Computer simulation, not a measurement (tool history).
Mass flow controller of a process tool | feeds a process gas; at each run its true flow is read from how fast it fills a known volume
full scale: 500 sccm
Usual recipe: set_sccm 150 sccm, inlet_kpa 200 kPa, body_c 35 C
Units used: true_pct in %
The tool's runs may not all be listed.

run	hour	set_sccm	inlet_kpa	body_c	true_pct
1	0	150	200	35	96.48
2	384.1	150	200	35	96.47
3	784.4	150	200	35	96.45
4	1167.9	150	200	35	96.26
5	1454.2	150	200	35	96.23
6	1775.9	150	252	35	96.41
7	1953.8	150	252	35	96.23
8	2272.2	150	200	22	95.69
9	2626.8	150	200	22	95.56
10	2885	150	200	32	96
11	3067.2	105	200	26	94
12	3371	416	251	29	99.62
# hour 3401.2: controller's zero set anew
13	3677.6	69	188	34	87.27
14	3879.7	283	223	39	97.56
15	4166.2	272	170	27	96.81
16	4551.4	313	200	35	97.73
17	4875.2	313	200	35	97.73
# hour 5061.4: controller's zero set anew, once more
18	5061.4	188	200	35	99.45
19	5379.5	56	200	39	98.38

Branching from run 19: 3 alternative next runs. What would each branch give?
A	5560.3	150	200	30	?
B	5560.3	56	179	32	?
C	5560.3	57	203	40	?

run	true_pct
A	99.01
B	98.1
C	98.29
Had the tool no hidden state, the same runs would have come out as:
run	true_pct
A	97.88
B	97.37
C	97.55

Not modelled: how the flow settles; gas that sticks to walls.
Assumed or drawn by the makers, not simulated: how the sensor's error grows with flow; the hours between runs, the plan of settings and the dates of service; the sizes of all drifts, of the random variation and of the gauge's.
